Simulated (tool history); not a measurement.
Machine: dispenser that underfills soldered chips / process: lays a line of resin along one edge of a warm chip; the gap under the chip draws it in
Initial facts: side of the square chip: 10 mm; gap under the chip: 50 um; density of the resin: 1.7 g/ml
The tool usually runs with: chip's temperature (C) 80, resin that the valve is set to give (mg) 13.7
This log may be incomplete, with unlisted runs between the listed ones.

| run | day | chip's temperature (C) | resin that the valve is set to give (mg) | time until the resin shows at the far edge (s) | resin that the valve gave (mg) |
|---|---|---|---|---|---|
| 1 | 0.000 | 80 | 13.7 | 223.8 | 13.17 |
| 2 | 0.146 | 74 | 13.7 | 393.2 | 13.19 |
|  | 0.192 | new syringe of resin |
| 3 | 0.271 | 80 | 13.7 | 125.1 | 13.15 |
| 4 | 0.442 | 80 | 13.7 | 168.8 | 13.04 |
| 5 | 0.638 | 80 | 13.7 | 234.5 | 13.11 |
| 6 | 0.754 | 80 | 13.7 | 288.0 | 13.07 |
|  | 0.796 | new syringe of resin |
| 7 | 0.871 | 80 | 13.7 | 124.2 | 13.04 |
| 8 | 1.075 | 80 | 13.7 | 177.7 | 13.05 |
| 9 | 1.225 | 80 | 13.7 | 227.0 | 13.05 |
|  | 1.400 | new syringe of resin |
| 10 | 1.417 | 94 | 13.7 | 56.6 | 12.93 |
| 11 | 1.633 | 94 | 13.7 | 81.0 | 12.97 |
| 12 | 1.758 | 94 | 13.7 | 100.5 | 12.98 |
| 13 | 1.933 | 88 | 13.7 | 180.1 | 13.01 |
|  | 2.004 | new syringe of resin |
| 14 | 2.112 | 88 | 13.7 | 87.9 | 12.94 |
|  | 2.288 | dispensing valve cleaned and set on the balance |
| 15 | 2.292 | 88 | 13.7 | 112.1 | 13.73 |
| 16 | 2.512 | 80 | 13.7 | 244.5 | 13.69 |
|  | 2.654 | new syringe of resin |
| 17 | 2.662 | 80 | 13.7 | 114.2 | 13.63 |
| 18 | 2.883 | 66 | 13.1 | 344.9 | 12.99 |
| 19 | 3.104 | 76 | 16.8 | 290.1 | 16.69 |
|  | 3.262 | new syringe of resin |
| 20 | 3.279 | 80 | 12.7 | 113.6 | 12.59 |
| 21 | 3.388 | 80 | 12.7 | 138.9 | 12.65 |
| 22 | 3.588 | 80 | 12.2 | 195.9 | 12.11 |

Run 23 has not been measured yet. What should we expect?
| 23 | 3.708 | 80 | 16.0 | ? | ? |

Run 23 produced time until the resin shows at the far edge (s) 231.8, resin that the valve gave (mg) 15.89.
Without the tool's hidden state the same run would have given time until the resin shows at the far edge (s) 105.1, resin that the valve gave (mg) 16.08.

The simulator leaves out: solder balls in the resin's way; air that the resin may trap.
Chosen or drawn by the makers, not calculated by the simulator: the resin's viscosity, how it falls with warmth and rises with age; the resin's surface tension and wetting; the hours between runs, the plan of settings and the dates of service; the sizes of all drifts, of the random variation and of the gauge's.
